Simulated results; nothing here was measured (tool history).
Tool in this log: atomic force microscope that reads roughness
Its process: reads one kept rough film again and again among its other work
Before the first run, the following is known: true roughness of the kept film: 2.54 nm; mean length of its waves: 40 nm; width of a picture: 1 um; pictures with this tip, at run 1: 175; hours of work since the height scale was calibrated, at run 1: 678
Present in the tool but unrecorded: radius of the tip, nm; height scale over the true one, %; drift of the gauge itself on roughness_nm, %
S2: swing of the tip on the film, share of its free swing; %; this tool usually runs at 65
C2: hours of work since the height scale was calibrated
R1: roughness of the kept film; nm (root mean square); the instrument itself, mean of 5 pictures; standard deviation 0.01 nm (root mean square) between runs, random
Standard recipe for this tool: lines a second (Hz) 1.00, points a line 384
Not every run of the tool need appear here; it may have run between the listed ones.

{"run": 1, "day": 0.0, "lines a second (Hz)": 1.0, "S2": 65, "points a line": 384, "pictures with this tip": 175, "C2": 678, "R1": 1.882}
{"day": 0.238, "done": "new tip fitted"}
{"run": 2, "day": 2.642, "lines a second (Hz)": 1.0, "S2": 65, "points a line": 782, "pictures with this tip": 95, "C2": 714, "R1": 2.086}
{"day": 4.817, "done": "new tip fitted"}
{"run": 3, "day": 4.817, "lines a second (Hz)": 1.0, "S2": 65, "points a line": 384, "pictures with this tip": 0, "C2": 744, "R1": 2.335}
{"run": 4, "day": 6.842, "lines a second (Hz)": 1.0, "S2": 65, "points a line": 384, "pictures with this tip": 80, "C2": 772, "R1": 2.13}
{"day": 9.629, "done": "new tip fitted"}
{"run": 5, "day": 9.925, "lines a second (Hz)": 1.0, "S2": 65, "points a line": 384, "pictures with this tip": 12, "C2": 815, "R1": 2.312}
{"run": 6, "day": 11.838, "lines a second (Hz)": 1.0, "S2": 65, "points a line": 384, "pictures with this tip": 88, "C2": 841, "R1": 2.099}
{"run": 7, "day": 13.362, "lines a second (Hz)": 1.0, "S2": 65, "points a line": 384, "pictures with this tip": 149, "C2": 863, "R1": 1.958}
{"day": 14.15, "done": "new tip fitted"}
{"run": 8, "day": 15.658, "lines a second (Hz)": 1.0, "S2": 65, "points a line": 384, "pictures with this tip": 60, "C2": 894, "R1": 2.179}
{"run": 9, "day": 18.433, "lines a second (Hz)": 1.0, "S2": 65, "points a line": 384, "pictures with this tip": 170, "C2": 933, "R1": 1.901}
{"day": 18.779, "done": "new tip fitted"}
{"day": 18.821, "done": "height scale calibrated on a step standard"}
{"run": 10, "day": 21.696, "lines a second (Hz)": 1.0, "S2": 65, "points a line": 474, "pictures with this tip": 114, "C2": 40, "R1": 2.018}
{"day": 23.554, "done": "new tip fitted"}
{"run": 11, "day": 23.679, "lines a second (Hz)": 1.0, "S2": 65, "points a line": 474, "pictures with this tip": 5, "C2": 67, "R1": 2.346}
{"run": 12, "day": 26.642, "lines a second (Hz)": 1.0, "S2": 65, "points a line": 474, "pictures with this tip": 123, "C2": 108, "R1": 2.012}
{"day": 26.838, "done": "height scale calibrated on a step standard, once more"}
{"day": 28.246, "done": "new tip fitted"}
{"run": 13, "day": 28.246, "lines a second (Hz)": 0.87, "S2": 68, "points a line": 585, "pictures with this tip": 0, "C2": 19, "R1": 2.307}
{"run": 14, "day": 29.729, "lines a second (Hz)": 0.56, "S2": 67, "points a line": 927, "pictures with this tip": 59, "C2": 40, "R1": 2.185}
{"run": 15, "day": 31.917, "lines a second (Hz)": 1.31, "S2": 67, "points a line": 927, "pictures with this tip": 146, "C2": 70, "R1": 1.917}
{"day": 32.862, "done": "new tip fitted"}
{"run": 16, "day": 33.45, "lines a second (Hz)": 1.54, "S2": 65, "points a line": 384, "pictures with this tip": 23, "C2": 91, "R1": 2.214}
{"run": 17, "day": 36.938, "lines a second (Hz)": 1.54, "S2": 63, "points a line": 813, "pictures with this tip": 162, "C2": 140, "R1": 1.9}
{"day": 37.542, "done": "new tip fitted"}
{"run": 18, "day": 39.829, "lines a second (Hz)": 0.73, "S2": 65, "points a line": 384, "pictures with this tip": 91, "C2": 180, "R1": 2.092}
{"run": 19, "day": 41.862, "lines a second (Hz)": 1.0, "S2": 86, "points a line": 356, "pictures with this tip": 171, "C2": 208, "R1": 1.798}

Consider 3 possible next runs. They are alternatives, not a sequence: every one starts from the tool as it was left by run 19. What does each give?
{"day": 42.188, "done": "new tip fitted"}
{"run": "A", "day": 45.096, "lines a second (Hz)": 2.2, "S2": 78, "points a line": 418, "pictures with this tip": 115, "C2": 253, "R1": "?"}
{"day": 42.188, "done": "new tip fitted"}
{"run": "B", "day": 45.096, "lines a second (Hz)": 1.18, "S2": 62, "points a line": 356, "pictures with this tip": 115, "C2": 253, "R1": "?"}
{"day": 42.188, "done": "new tip fitted"}
{"run": "C", "day": 45.096, "lines a second (Hz)": 1.03, "S2": 63, "points a line": 677, "pictures with this tip": 115, "C2": 253, "R1": "?"}

run=A R1=1.852
run=B R1=2.003
run=C R1=2.012
What these runs would have given with no unlogged condition in the tool:
run=A R1=2.156
run=B R1=2.332
run=C R1=2.342

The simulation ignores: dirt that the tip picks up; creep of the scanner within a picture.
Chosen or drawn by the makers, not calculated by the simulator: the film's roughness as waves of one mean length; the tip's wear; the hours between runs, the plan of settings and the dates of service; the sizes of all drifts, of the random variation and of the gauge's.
